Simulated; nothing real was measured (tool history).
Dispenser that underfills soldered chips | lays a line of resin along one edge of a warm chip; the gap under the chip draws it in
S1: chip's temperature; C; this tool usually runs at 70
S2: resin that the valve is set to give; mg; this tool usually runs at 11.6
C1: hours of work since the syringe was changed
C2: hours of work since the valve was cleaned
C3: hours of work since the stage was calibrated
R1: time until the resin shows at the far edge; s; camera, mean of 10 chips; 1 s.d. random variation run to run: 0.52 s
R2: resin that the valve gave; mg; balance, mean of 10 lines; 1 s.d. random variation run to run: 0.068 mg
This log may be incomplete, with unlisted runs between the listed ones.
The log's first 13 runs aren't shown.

Run 14, hour 39.9: usual settings; C1 3; C2 133; C3 99. Result: R1 53.9 s, R2 10.25 mg.
At hour 42.1: dispensing valve cleaned and set on the balance.
Run 15, hour 43.8: usual settings; C1 5; C2 1; C3 101. Result: R1 57.2 s, R2 11.47 mg.
Run 16, hour 47.5: usual settings; C1 7; C2 3; C3 103. Result: R1 65.8 s, R2 11.67 mg.
At hour 48.2: new syringe of resin.
Run 17, hour 52.3: usual settings but S1 66 C, S2 10.5 mg; C1 3; C2 6; C3 106. Result: R1 64.7 s, R2 10.41 mg.
Run 18, hour 55.2: usual settings but S1 77 C, S2 10.5 mg; C1 4; C2 8; C3 108. Result: R1 40.1 s, R2 10.33 mg.
Run 19, hour 59.7: usual settings but S1 60 C, S2 12.8 mg; C1 7; C2 11; C3 111. Result: R1 109.1 s, R2 12.7 mg.
At hour 60.5: new syringe of resin.
Run 20, hour 62.8: usual settings but S1 64 C, S2 10.3 mg; C1 1; C2 13; C3 113. Result: R1 66.9 s, R2 10.19 mg.
Run 21, hour 66.4: usual settings but S1 62 C, S2 10.2 mg; C1 4; C2 15; C3 115. Result: R1 81.3 s, R2 10.16 mg.
Run 22, hour 68.7: usual settings but S1 62 C, S2 10.2 mg; C1 5; C2 16; C3 116. Result: R1 87.1 s, R2 10.09 mg.
Run 23, hour 71.4: usual settings but S1 62 C, S2 10.2 mg; C1 7; C2 18; C3 118. Result: R1 94.9 s, R2 10.02 mg.
At hour 72.9: new syringe of resin.
Run 24, hour 74.5: usual settings but S1 62 C, S2 10.2 mg; C1 1; C2 20; C3 120. Result: R1 73.2 s, R2 10.08 mg.
Run 25, hour 77.1: usual settings but S1 62 C, S2 13.7 mg; C1 3; C2 21; C3 121. Result: R1 76.1 s, R2 13.43 mg.
Run 26, hour 81.1: usual settings but S1 62 C, S2 13.7 mg; C1 5; C2 24; C3 124. Result: R1 86.7 s, R2 13.45 mg.
At hour 85.3: new syringe of resin.
Run 27, hour 85.9: usual settings but S1 62 C, S2 13.7 mg; C1 0; C2 27; C3 127. Result: R1 66.5 s, R2 13.32 mg.
Run 28, hour 88: usual settings but S1 75 C, S2 10.9 mg; C1 2; C2 28; C3 128. Result: R1 38.6 s, R2 10.64 mg.
Run 29, hour 90.1: usual settings but S1 81 C, S2 13.8 mg; C1 3; C2 29; C3 129. Result: R1 30.9 s, R2 13.35 mg.
Run 30, hour 94.4: usual settings but S1 78 C; C1 6; C2 32; C3 132. Result: R1 40.7 s, R2 11.32 mg.
At hour 97.8: new syringe of resin.
Run 31, hour 98.8: usual settings but S2 11.9 mg; C1 1; C2 35; C3 135. Result: R1 46.4 s, R2 11.57 mg.

Each row is a separate what-if for the run after 31, all from the same tool condition, not one after another. Results?
Run A, hour 103: usual settings but S1 71 C; C1 3; C2 37; C3 137. Result: R1 ?, R2 ?.
Run B, hour 103: usual settings but S2 12 mg; C1 3; C2 37; C3 137. Result: R1 ?, R2 ?.
Run C, hour 103: usual settings but S2 13.4 mg; C1 3; C2 37; C3 137. Result: R1 ?, R2 ?.

run    R1     R2
  A    50  11.25
  B  52.3  11.51
  C  51.4  13.05
Had the tool no hidden state, the same runs would have come out as:
run    R1     R2
  A  40.2  11.61
  B  42.1  11.88
  C  41.5  13.47

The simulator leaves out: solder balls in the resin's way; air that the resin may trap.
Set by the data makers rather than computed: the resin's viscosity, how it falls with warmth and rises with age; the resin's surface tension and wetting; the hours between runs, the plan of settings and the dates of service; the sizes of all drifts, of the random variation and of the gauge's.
